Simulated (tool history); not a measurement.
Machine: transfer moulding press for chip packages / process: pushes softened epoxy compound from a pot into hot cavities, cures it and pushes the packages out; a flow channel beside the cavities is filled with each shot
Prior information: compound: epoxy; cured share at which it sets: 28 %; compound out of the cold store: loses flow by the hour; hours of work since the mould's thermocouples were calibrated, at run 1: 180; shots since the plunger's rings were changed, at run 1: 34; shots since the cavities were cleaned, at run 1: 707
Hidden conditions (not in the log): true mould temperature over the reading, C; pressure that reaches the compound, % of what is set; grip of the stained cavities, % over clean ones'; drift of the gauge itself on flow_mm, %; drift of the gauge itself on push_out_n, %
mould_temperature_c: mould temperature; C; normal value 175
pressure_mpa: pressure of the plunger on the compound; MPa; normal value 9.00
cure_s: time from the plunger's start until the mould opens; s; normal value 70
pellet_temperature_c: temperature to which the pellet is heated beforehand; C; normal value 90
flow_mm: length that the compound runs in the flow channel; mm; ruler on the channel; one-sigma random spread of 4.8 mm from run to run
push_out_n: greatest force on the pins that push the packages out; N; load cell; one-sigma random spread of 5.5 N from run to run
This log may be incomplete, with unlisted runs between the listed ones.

run,hour,mould_temperature_c,pressure_mpa,cure_s,pellet_temperature_c,hours of work since the mould's thermocouples were calibrated,shots since the plunger's rings were changed,shots since the cavities were cleaned,incoming compound's hours out of the cold store,flow_mm,push_out_n
1,0.0,175,9.00,70,90,180,34,707,31.5,617,296
# hour 16.8: cavities cleaned with cleaning compound and waxed
2,26.5,175,9.00,70,90,195,373,132,14.8,675,384
3,44.6,175,9.00,70,90,206,617,376,8.8,706,396
4,64.2,175,9.00,70,90,218,884,643,25.1,634,375
# hour 66.8: cavities cleaned with cleaning compound and waxed, once more
5,82.3,175,9.00,70,90,228,1108,209,25.9,626,248
6,98.0,175,9.00,70,90,237,1321,422,27.5,618,267
7,121.1,175,9.00,70,90,251,1634,735,16.7,654,307
# hour 134.9: cavities cleaned with cleaning compound and waxed
8,143.8,175,9.00,70,90,264,1922,122,42.3,572,215
9,155.4,175,9.00,70,90,271,2079,279,29.4,617,257
10,169.8,175,9.00,70,85,279,2273,473,18.6,633,281
11,195.9,175,9.00,70,85,295,2628,828,27.3,613,324
# hour 203.6: cavities cleaned with cleaning compound and waxed
12,225.0,171,9.00,70,90,312,3001,289,40.0,579,329
13,239.2,171,9.00,70,90,320,3194,482,26.6,610,381
14,256.6,171,9.00,70,90,331,3429,717,30.9,602,404
15,269.6,171,9.00,70,90,338,3606,894,27.7,611,417
# hour 273.3: cavities cleaned with cleaning compound and waxed
16,283.7,171,7.36,67,94,346,3776,141,47.0,488,306
17,296.6,171,7.36,67,94,354,3951,316,41.5,514,373
18,315.7,171,7.36,67,94,365,4210,575,25.0,563,427
# hour 333.9: plunger's sealing rings changed
# hour 345.5: cavities cleaned with cleaning compound and waxed
19,347.0,171,7.36,67,94,381,157,20,33.1,553,298
20,367.2,180,9.00,70,91,394,430,293,25.3,622,222
# hour 390.2: mould's thermocouples calibrated
21,392.5,175,7.18,66,90,1,747,610,45.9,518,310
22,408.8,170,9.25,70,90,11,968,831,19.9,665,435
# hour 415.6: cavities cleaned with cleaning compound and waxed
23,426.7,175,6.87,70,87,21,1190,150,46.1,488,228
24,452.0,183,7.03,70,87,36,1532,492,16.3,567,226
25,478.6,183,7.03,70,87,52,1892,852,20.7,551,260
# hour 483.9: cavities cleaned with cleaning compound and waxed
26,496.9,172,7.72,73,83,62,2120,176,10.4,643,278
27,521.3,173,9.94,73,83,77,2450,506,41.6,610,281

Predict each of these 3 candidate next runs independently; none follows another, all start after run 27:
A,533.5,168,9.00,71,95,84,2616,672,18.9,?,?
B,533.5,168,7.97,70,90,84,2616,672,43.9,?,?
C,533.5,171,7.42,70,90,84,2616,672,18.4,?,?

run,flow_mm,push_out_n
A,658,456
B,538,444
C,597,389
Take away the tool's hidden state, keep each run's random variation, and the runs would have read:
run,flow_mm,push_out_n
A,677,300
B,554,289
C,614,254

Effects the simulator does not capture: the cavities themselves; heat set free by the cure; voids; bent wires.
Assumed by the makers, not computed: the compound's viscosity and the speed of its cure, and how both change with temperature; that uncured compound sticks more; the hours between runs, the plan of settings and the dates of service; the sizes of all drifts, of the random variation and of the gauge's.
